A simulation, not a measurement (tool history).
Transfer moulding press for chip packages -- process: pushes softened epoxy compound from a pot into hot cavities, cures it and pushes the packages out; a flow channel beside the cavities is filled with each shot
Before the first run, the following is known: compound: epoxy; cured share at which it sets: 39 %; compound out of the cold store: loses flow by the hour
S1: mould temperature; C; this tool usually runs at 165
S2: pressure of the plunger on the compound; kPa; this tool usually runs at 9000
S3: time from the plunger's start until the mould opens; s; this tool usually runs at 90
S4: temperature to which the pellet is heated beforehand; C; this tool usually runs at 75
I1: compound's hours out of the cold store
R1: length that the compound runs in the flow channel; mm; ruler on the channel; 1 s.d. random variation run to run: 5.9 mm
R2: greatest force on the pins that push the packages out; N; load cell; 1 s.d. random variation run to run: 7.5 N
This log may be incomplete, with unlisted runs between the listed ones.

run 1 hour=0 | S1=165 S2=9000 S3=90 S4=75 | I1=30.9 | R1=792 R2=511
run 2 hour=50 | S1=165 S2=9000 S3=90 S4=74 | I1=8.1 | R1=829 R2=656
-- hour=72.4 cavities cleaned with cleaning compound and waxed
run 3 hour=80.9 | S1=165 S2=9000 S3=112 S4=75 | I1=44.1 | R1=752 R2=299
run 4 hour=110.6 | S1=165 S2=6820 S3=90 S4=75 | I1=26.6 | R1=690 R2=488
run 5 hour=138.4 | S1=165 S2=7180 S3=90 S4=75 | I1=41.3 | R1=677 R2=587
run 6 hour=168.5 | S1=165 S2=7180 S3=90 S4=75 | I1=39.9 | R1=666 R2=620
-- hour=180.1 cavities cleaned with cleaning compound and waxed
run 7 hour=205.5 | S1=165 S2=9000 S3=90 S4=75 | I1=13.5 | R1=806 R2=461
run 8 hour=229.1 | S1=165 S2=9000 S3=90 S4=75 | I1=13.8 | R1=800 R2=564
-- hour=263.5 plunger's sealing rings changed
run 9 hour=267.5 | S1=165 S2=9000 S3=90 S4=75 | I1=29 | R1=850 R2=607
-- hour=294.3 cavities cleaned with cleaning compound and waxed
run 10 hour=298.3 | S1=165 S2=9000 S3=90 S4=75 | I1=45.7 | R1=822 R2=332
run 11 hour=325.7 | S1=165 S2=9000 S3=90 S4=75 | I1=39.3 | R1=818 R2=465
run 12 hour=366.1 | S1=165 S2=9000 S3=90 S4=75 | I1=46.1 | R1=801 R2=551
-- hour=406.7 cavities cleaned with cleaning compound and waxed
run 13 hour=409.9 | S1=160 S2=8550 S3=73 S4=74 | I1=43.3 | R1=806 R2=761
run 14 hour=456 | S1=167 S2=9000 S3=86 S4=75 | I1=14.5 | R1=850 R2=544
run 15 hour=496.6 | S1=163 S2=9930 S3=74 S4=75 | I1=35.2 | R1=859 R2=1136
-- hour=514.7 cavities cleaned with cleaning compound and waxed
run 16 hour=550.9 | S1=163 S2=9930 S3=74 S4=75 | I1=20 | R1=882 R2=936
run 17 hour=577 | S1=168 S2=9000 S3=86 S4=75 | I1=11 | R1=836 R2=540
-- hour=623.5 cavities cleaned with cleaning compound and waxed
run 18 hour=624.9 | S1=167 S2=9000 S3=90 S4=82 | I1=41.9 | R1=778 R2=279
run 19 hour=657.5 | S1=167 S2=9000 S3=90 S4=82 | I1=43.8 | R1=770 R2=418
run 20 hour=691.6 | S1=167 S2=7560 S3=90 S4=77 | I1=19.6 | R1=743 R2=525
-- hour=731.5 cavities cleaned with cleaning compound and waxed
run 21 hour=744.1 | S1=165 S2=9520 S3=90 S4=84 | I1=35.5 | R1=799 R2=374
run 22 hour=790.7 | S1=167 S2=7190 S3=90 S4=84 | I1=46.9 | R1=668 R2=488
run 23 hour=828.5 | S1=169 S2=7190 S3=121 S4=84 | I1=44.8 | R1=657 R2=473

Branching from run 23: 4 alternative next runs. What would each branch give?
-- hour=841.4 cavities cleaned with cleaning compound and waxed
run A hour=886.8 | S1=158 S2=9640 S3=121 S4=84 | I1=9.9 | R1=? R2=?
-- hour=841.4 cavities cleaned with cleaning compound and waxed
run B hour=886.8 | S1=169 S2=9000 S3=90 S4=75 | I1=36.4 | R1=? R2=?
-- hour=841.4 cavities cleaned with cleaning compound and waxed
run C hour=886.8 | S1=169 S2=7190 S3=85 S4=73 | I1=29.2 | R1=? R2=?
-- hour=841.4 cavities cleaned with cleaning compound and waxed
run D hour=886.8 | S1=172 S2=9000 S3=98 S4=75 | I1=11 | R1=? R2=?

run=A R1=880 R2=477
run=B R1=745 R2=414
run=C R1=684 R2=491
run=D R1=780 R2=394
The same runs, with their run-to-run variation unchanged, on a tool lacking any hidden condition would have given:
run=A R1=964 R2=295
run=B R1=817 R2=251
run=C R1=750 R2=303
run=D R1=855 R2=239
